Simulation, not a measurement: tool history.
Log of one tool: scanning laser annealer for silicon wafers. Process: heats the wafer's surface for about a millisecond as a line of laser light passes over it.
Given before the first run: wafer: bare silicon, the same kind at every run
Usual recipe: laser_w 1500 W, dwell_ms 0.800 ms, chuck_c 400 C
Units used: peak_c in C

run 1 hour=0.0 | laser_w=1500 dwell_ms=0.800 chuck_c=400 | peak_c=1140
run 2 hour=9.4 | laser_w=1500 dwell_ms=0.800 chuck_c=400 | peak_c=1141
run 3 hour=21.9 | laser_w=1514 dwell_ms=0.800 chuck_c=400 | peak_c=1154
run 4 hour=31.9 | laser_w=1514 dwell_ms=0.800 chuck_c=400 | peak_c=1150
run 5 hour=47.4 | laser_w=1500 dwell_ms=0.800 chuck_c=363 | peak_c=1106
run 6 hour=59.2 | laser_w=1500 dwell_ms=0.800 chuck_c=393 | peak_c=1134
run 7 hour=69.7 | laser_w=1500 dwell_ms=0.800 chuck_c=393 | peak_c=1134
run 8 hour=79.0 | laser_w=1500 dwell_ms=0.800 chuck_c=393 | peak_c=1134
run 9 hour=92.1 | laser_w=1500 dwell_ms=0.800 chuck_c=393 | peak_c=1134
run 10 hour=109.1 | laser_w=1500 dwell_ms=0.800 chuck_c=393 | peak_c=1135
run 11 hour=126.9 | laser_w=1500 dwell_ms=0.564 chuck_c=400 | peak_c=1005
run 12 hour=141.1 | laser_w=1500 dwell_ms=0.564 chuck_c=400 | peak_c=1006
run 13 hour=151.0 | laser_w=1500 dwell_ms=0.745 chuck_c=400 | peak_c=1109
run 14 hour=167.2 | laser_w=1500 dwell_ms=0.745 chuck_c=400 | peak_c=1113
run 15 hour=176.7 | laser_w=1500 dwell_ms=0.745 chuck_c=400 | peak_c=1111
run 16 hour=184.4 | laser_w=1500 dwell_ms=0.745 chuck_c=400 | peak_c=1114
run 17 hour=195.5 | laser_w=1500 dwell_ms=0.745 chuck_c=400 | peak_c=1110
run 18 hour=203.3 | laser_w=1500 dwell_ms=0.800 chuck_c=400 | peak_c=1140
run 19 hour=217.6 | laser_w=1500 dwell_ms=0.800 chuck_c=400 | peak_c=1140
run 20 hour=230.3 | laser_w=1500 dwell_ms=0.800 chuck_c=400 | peak_c=1143
run 21 hour=247.5 | laser_w=1500 dwell_ms=0.800 chuck_c=400 | peak_c=1141
run 22 hour=262.0 | laser_w=1530 dwell_ms=0.731 chuck_c=418 | peak_c=1139
run 23 hour=278.5 | laser_w=1530 dwell_ms=0.731 chuck_c=418 | peak_c=1140
run 24 hour=290.0 | laser_w=1474 dwell_ms=0.731 chuck_c=418 | peak_c=1110
run 25 hour=307.8 | laser_w=1500 dwell_ms=0.730 chuck_c=400 | peak_c=1101
run 26 hour=317.5 | laser_w=1477 dwell_ms=0.718 chuck_c=437 | peak_c=1117
run 27 hour=326.5 | laser_w=1361 dwell_ms=0.720 chuck_c=437 | peak_c=1053
run 28 hour=339.1 | laser_w=1366 dwell_ms=0.800 chuck_c=436 | peak_c=1096
run 29 hour=356.0 | laser_w=1500 dwell_ms=0.800 chuck_c=426 | peak_c=1171
run 30 hour=366.9 | laser_w=1507 dwell_ms=0.930 chuck_c=400 | peak_c=1218
run 31 hour=378.1 | laser_w=1500 dwell_ms=0.703 chuck_c=371 | peak_c=1062
run 32 hour=387.0 | laser_w=1340 dwell_ms=0.753 chuck_c=378 | peak_c=998
run 33 hour=396.9 | laser_w=1643 dwell_ms=0.566 chuck_c=373 | peak_c=1054
run 34 hour=410.5 | laser_w=1643 dwell_ms=0.566 chuck_c=373 | peak_c=1051
run 35 hour=432.7 | laser_w=1624 dwell_ms=0.850 chuck_c=400 | peak_c=1249
run 36 hour=446.7 | laser_w=1331 dwell_ms=0.684 chuck_c=382 | peak_c=961
run 37 hour=456.8 | laser_w=1331 dwell_ms=0.684 chuck_c=373 | peak_c=959
run 38 hour=469.4 | laser_w=1331 dwell_ms=0.684 chuck_c=373 | peak_c=953
run 39 hour=479.6 | laser_w=1500 dwell_ms=0.794 chuck_c=428 | peak_c=1168
run 40 hour=493.8 | laser_w=1282 dwell_ms=0.787 chuck_c=426 | peak_c=1029
run 41 hour=506.0 | laser_w=1532 dwell_ms=0.862 chuck_c=367 | peak_c=1164

Not shown here: 2 entries made in the log between runs. Locate each between two listed runs and compare the hidden state at the listed run before it with the hidden state at the listed run after it:
Between runs 13 and 14: window over the wafer cleaned (hour 154.4)
  light that passes the window, % of a clean one's: 99.9 -> 99.99
Between runs 34 and 35: optics aligned, line set to its width (hour 419.6)
  width of the line over the set one, %: 0.05 -> 0
